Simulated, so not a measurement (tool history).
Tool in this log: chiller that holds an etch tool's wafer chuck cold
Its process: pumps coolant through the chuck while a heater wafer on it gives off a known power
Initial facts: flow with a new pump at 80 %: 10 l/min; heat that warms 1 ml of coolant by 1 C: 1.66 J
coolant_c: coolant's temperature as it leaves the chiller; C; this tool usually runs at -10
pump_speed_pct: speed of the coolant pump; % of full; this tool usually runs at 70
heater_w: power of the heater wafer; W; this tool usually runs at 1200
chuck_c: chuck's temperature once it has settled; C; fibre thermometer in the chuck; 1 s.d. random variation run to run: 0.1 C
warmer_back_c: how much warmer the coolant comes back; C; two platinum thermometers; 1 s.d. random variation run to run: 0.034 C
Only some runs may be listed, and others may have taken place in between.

{"run": 1, "day": 0.0, "coolant_c": -10, "pump_speed_pct": 70, "heater_w": 1200, "chuck_c": 3.3, "warmer_back_c": 4.97}
{"run": 2, "day": 2.288, "coolant_c": -10, "pump_speed_pct": 96, "heater_w": 1200, "chuck_c": 0.9, "warmer_back_c": 3.58}
{"run": 3, "day": 3.867, "coolant_c": -10, "pump_speed_pct": 70, "heater_w": 1200, "chuck_c": 3.2, "warmer_back_c": 4.97}
{"run": 4, "day": 5.292, "coolant_c": -10, "pump_speed_pct": 70, "heater_w": 1200, "chuck_c": 3.1, "warmer_back_c": 4.94}
{"run": 5, "day": 6.996, "coolant_c": -10, "pump_speed_pct": 70, "heater_w": 1200, "chuck_c": 3.4, "warmer_back_c": 4.96}
{"day": 7.904, "done": "chiller's thermometer calibrated"}
{"run": 6, "day": 9.325, "coolant_c": -10, "pump_speed_pct": 70, "heater_w": 1200, "chuck_c": 3.3, "warmer_back_c": 4.96}
{"run": 7, "day": 11.321, "coolant_c": 0, "pump_speed_pct": 70, "heater_w": 1200, "chuck_c": 13, "warmer_back_c": 5.02}
{"run": 8, "day": 13.2, "coolant_c": 0, "pump_speed_pct": 70, "heater_w": 1200, "chuck_c": 13.2, "warmer_back_c": 4.92}
{"run": 9, "day": 14.892, "coolant_c": 0, "pump_speed_pct": 70, "heater_w": 1200, "chuck_c": 13.3, "warmer_back_c": 4.9}
{"run": 10, "day": 16.725, "coolant_c": 0, "pump_speed_pct": 70, "heater_w": 1200, "chuck_c": 13.4, "warmer_back_c": 5.01}
{"run": 11, "day": 19.3, "coolant_c": 0, "pump_speed_pct": 70, "heater_w": 1200, "chuck_c": 13.1, "warmer_back_c": 4.96}
{"run": 12, "day": 21.167, "coolant_c": 0, "pump_speed_pct": 70, "heater_w": 1200, "chuck_c": 13.1, "warmer_back_c": 4.97}
{"run": 13, "day": 22.946, "coolant_c": 0, "pump_speed_pct": 70, "heater_w": 1200, "chuck_c": 13.3, "warmer_back_c": 5.01}
{"run": 14, "day": 24.575, "coolant_c": 0, "pump_speed_pct": 70, "heater_w": 1200, "chuck_c": 13.1, "warmer_back_c": 4.95}
{"run": 15, "day": 26.904, "coolant_c": -10, "pump_speed_pct": 70, "heater_w": 1200, "chuck_c": 3, "warmer_back_c": 4.99}
{"run": 16, "day": 28.462, "coolant_c": -10, "pump_speed_pct": 70, "heater_w": 1200, "chuck_c": 3.3, "warmer_back_c": 5.03}
{"run": 17, "day": 29.896, "coolant_c": -14, "pump_speed_pct": 94, "heater_w": 1693, "chuck_c": 1.5, "warmer_back_c": 5.2}

Run 18 has not been measured yet. What should we expect?
{"run": 18, "day": 31.154, "coolant_c": -10, "pump_speed_pct": 70, "heater_w": 1606, "chuck_c": "?", "warmer_back_c": "?"}

chuck_c: 7.6 C
warmer_back_c: 6.64 C
If the tool had no hidden condition, the same run with the same run-to-run variation would have returned chuck_c 7.6 C, warmer_back_c 6.63 C.

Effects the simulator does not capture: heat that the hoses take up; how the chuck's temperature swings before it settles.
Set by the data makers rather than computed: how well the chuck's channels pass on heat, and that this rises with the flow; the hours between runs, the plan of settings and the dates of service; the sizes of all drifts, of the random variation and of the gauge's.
